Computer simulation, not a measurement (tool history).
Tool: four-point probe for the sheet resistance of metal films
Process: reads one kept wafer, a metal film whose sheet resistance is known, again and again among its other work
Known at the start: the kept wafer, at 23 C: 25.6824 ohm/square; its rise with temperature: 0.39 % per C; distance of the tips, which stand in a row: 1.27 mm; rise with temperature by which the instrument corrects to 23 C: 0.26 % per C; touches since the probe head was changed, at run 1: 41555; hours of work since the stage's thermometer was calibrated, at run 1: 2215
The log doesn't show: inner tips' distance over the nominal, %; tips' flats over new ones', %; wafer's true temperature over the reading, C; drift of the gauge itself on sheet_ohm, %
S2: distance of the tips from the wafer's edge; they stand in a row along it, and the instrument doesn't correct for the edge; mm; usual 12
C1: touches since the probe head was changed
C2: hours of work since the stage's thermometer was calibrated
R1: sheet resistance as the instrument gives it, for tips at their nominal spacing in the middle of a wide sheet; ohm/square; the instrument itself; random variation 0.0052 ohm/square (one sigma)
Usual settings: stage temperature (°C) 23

run 1 hour=0 | stage_temperature_(°C)=23 S2=12 | C1=41555 C2=2215 | R1=26.068676
run 2 hour=38.6 | stage_temperature_(°C)=23 S2=12 | C1=42655 C2=2240 | R1=26.079703
run 3 hour=64.1 | stage_temperature_(°C)=23 S2=12 | C1=43381 C2=2256 | R1=26.074826
run 4 hour=93.9 | stage_temperature_(°C)=29 S2=12 | C1=44229 C2=2275 | R1=26.269483
run 5 hour=113.5 | stage_temperature_(°C)=23 S2=5 | C1=44790 C2=2288 | R1=26.779269
run 6 hour=137.9 | stage_temperature_(°C)=23 S2=12 | C1=45483 C2=2304 | R1=26.069651
run 7 hour=166.3 | stage_temperature_(°C)=23 S2=12 | C1=46293 C2=2322 | R1=26.081448
run 8 hour=201.8 | stage_temperature_(°C)=23 S2=11 | C1=47302 C2=2345 | R1=26.117129
run 9 hour=242 | stage_temperature_(°C)=23 S2=11 | C1=48450 C2=2371 | R1=26.114868
run 10 hour=266.9 | stage_temperature_(°C)=23 S2=8 | C1=49159 C2=2387 | R1=26.277494
run 11 hour=286.3 | stage_temperature_(°C)=23 S2=12 | C1=49710 C2=2399 | R1=26.084739
run 12 hour=321.9 | stage_temperature_(°C)=23 S2=12 | C1=50724 C2=2422 | R1=26.093015
run 13 hour=348.5 | stage_temperature_(°C)=21 S2=12 | C1=51483 C2=2439 | R1=26.024695
run 14 hour=388.8 | stage_temperature_(°C)=35 S2=6 | C1=52629 C2=2465 | R1=26.93291
run 15 hour=414.6 | stage_temperature_(°C)=23 S2=16 | C1=53364 C2=2482 | R1=26.025333
run 16 hour=437.9 | stage_temperature_(°C)=23 S2=31 | C1=54030 C2=2497 | R1=25.956184
run 17 hour=480.3 | stage_temperature_(°C)=23 S2=31 | C1=55235 C2=2524 | R1=25.961915
run 18 hour=507.8 | stage_temperature_(°C)=20 S2=49 | C1=56021 C2=2542 | R1=25.847613
-- hour=512 stage's thermometer calibrated
run 19 hour=529.2 | stage_temperature_(°C)=21 S2=11 | C1=56614 C2=11 | R1=25.95002
run 20 hour=549.1 | stage_temperature_(°C)=34 S2=4 | C1=57182 C2=24 | R1=27.535673
run 21 hour=589 | stage_temperature_(°C)=34 S2=4 | C1=58318 C2=50 | R1=27.533063
run 22 hour=621.5 | stage_temperature_(°C)=30 S2=5 | C1=59245 C2=71 | R1=26.939192
run 23 hour=657.1 | stage_temperature_(°C)=23 S2=50 | C1=60258 C2=94 | R1=25.844507
run 24 hour=695 | stage_temperature_(°C)=23 S2=11 | C1=61337 C2=118 | R1=26.031365

The same runs without the tool's hidden state, with the same run-to-run variation:
run=1 R1=25.838033
run=2 R1=25.846863
run=3 R1=25.840733
run=4 R1=26.034344
run=5 R1=26.536564
run=6 R1=25.831802
run=7 R1=25.841984
run=8 R1=25.875595
run=9 R1=25.871283
run=10 R1=26.031225
run=11 R1=25.839206
run=12 R1=25.845607
run=13 R1=25.775697
run=14 R1=26.678964
run=15 R1=25.773664
run=16 R1=25.703869
run=17 R1=25.707308
run=18 R1=25.591293
run=19 R1=25.801194
run=20 R1=27.377213
run=21 R1=27.372344
run=22 R1=26.779931
run=23 R1=25.689277
run=24 R1=25.87322

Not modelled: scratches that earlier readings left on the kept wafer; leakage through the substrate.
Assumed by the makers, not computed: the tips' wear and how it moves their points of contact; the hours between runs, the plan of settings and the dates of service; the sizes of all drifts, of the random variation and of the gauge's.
